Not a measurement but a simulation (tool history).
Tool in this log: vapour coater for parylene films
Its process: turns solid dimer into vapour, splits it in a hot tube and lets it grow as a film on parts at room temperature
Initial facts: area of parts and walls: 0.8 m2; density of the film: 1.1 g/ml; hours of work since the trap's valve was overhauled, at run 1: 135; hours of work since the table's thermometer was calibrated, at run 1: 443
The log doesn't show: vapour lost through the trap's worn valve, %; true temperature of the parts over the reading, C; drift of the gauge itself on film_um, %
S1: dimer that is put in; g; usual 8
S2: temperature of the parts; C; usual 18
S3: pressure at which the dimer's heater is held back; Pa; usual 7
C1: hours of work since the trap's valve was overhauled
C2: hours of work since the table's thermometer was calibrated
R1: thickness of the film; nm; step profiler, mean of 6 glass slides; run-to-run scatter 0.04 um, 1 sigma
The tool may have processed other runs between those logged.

| run | hour | S1 | S2 | S3 | C1 | C2 | R1 |
|---|---|---|---|---|---|---|---|
| 1 | 0 | 8 | 18 | 7 | 135 | 443 | 4250 |
| 2 | 34.7 | 8 | 18 | 7 | 150 | 459 | 4200 |
| 3 | 67 | 8 | 29 | 7 | 165 | 473 | 3330 |
| 4 | 82.9 | 8 | 18 | 7 | 172 | 480 | 4070 |
| 5 | 115.5 | 8 | 18 | 7 | 186 | 495 | 4180 |
| 6 | 138.9 | 8 | 18 | 7 | 197 | 505 | 4140 |
| 7 | 158.3 | 8 | 12 | 7 | 206 | 514 | 4660 |
|  | 164.7 | trap's valve overhauled |
| 8 | 184.8 | 8 | 12 | 7 | 9 | 524 | 4480 |
| 9 | 220.2 | 8 | 12 | 4.63 | 25 | 540 | 4730 |
| 10 | 244.7 | 8 | 18 | 7 | 36 | 551 | 3920 |
|  | 258.4 | trap's valve overhauled, once more |
| 11 | 272.9 | 8 | 18 | 7 | 6 | 561 | 4350 |
| 12 | 299.6 | 8 | 18 | 7 | 18 | 573 | 4300 |
| 13 | 316.1 | 8 | 15 | 7 | 26 | 581 | 4550 |
| 14 | 350.1 | 8 | 15 | 7 | 41 | 596 | 4570 |
| 15 | 381.8 | 8 | 15 | 7 | 55 | 610 | 4630 |
| 16 | 399.1 | 7 | 21 | 9.03 | 63 | 618 | 3430 |
| 17 | 423.4 | 11 | 15 | 9.52 | 74 | 628 | 6010 |
| 18 | 444.7 | 11 | 15 | 9.52 | 83 | 638 | 6050 |
| 19 | 480.1 | 3 | 15 | 9.52 | 99 | 654 | 1620 |
| 20 | 505.9 | 3 | 13 | 9.85 | 110 | 665 | 1700 |
| 21 | 529.2 | 3 | 13 | 9.85 | 121 | 676 | 1690 |
| 22 | 560.1 | 8 | 13 | 2.51 | 135 | 689 | 5180 |
| 23 | 580.7 | 8 | 13 | 2.51 | 144 | 699 | 5230 |

How the hidden state differs across the entries between the runs, from the last listed run before each to the first after it:
Logged between run 7 and run 8: trap's valve overhauled (hour 164.7)
  vapour lost through the trap's worn valve, %: 5.6 -> 8.7
  measured value less the no-hidden-state value, R1: -290 -> -450 nm
Logged between run 10 and run 11: trap's valve overhauled, once more (hour 258.4)
  vapour lost through the trap's worn valve, %: 9.4 -> 0.4
  measured value less the no-hidden-state value, R1: -420 -> -30 nm
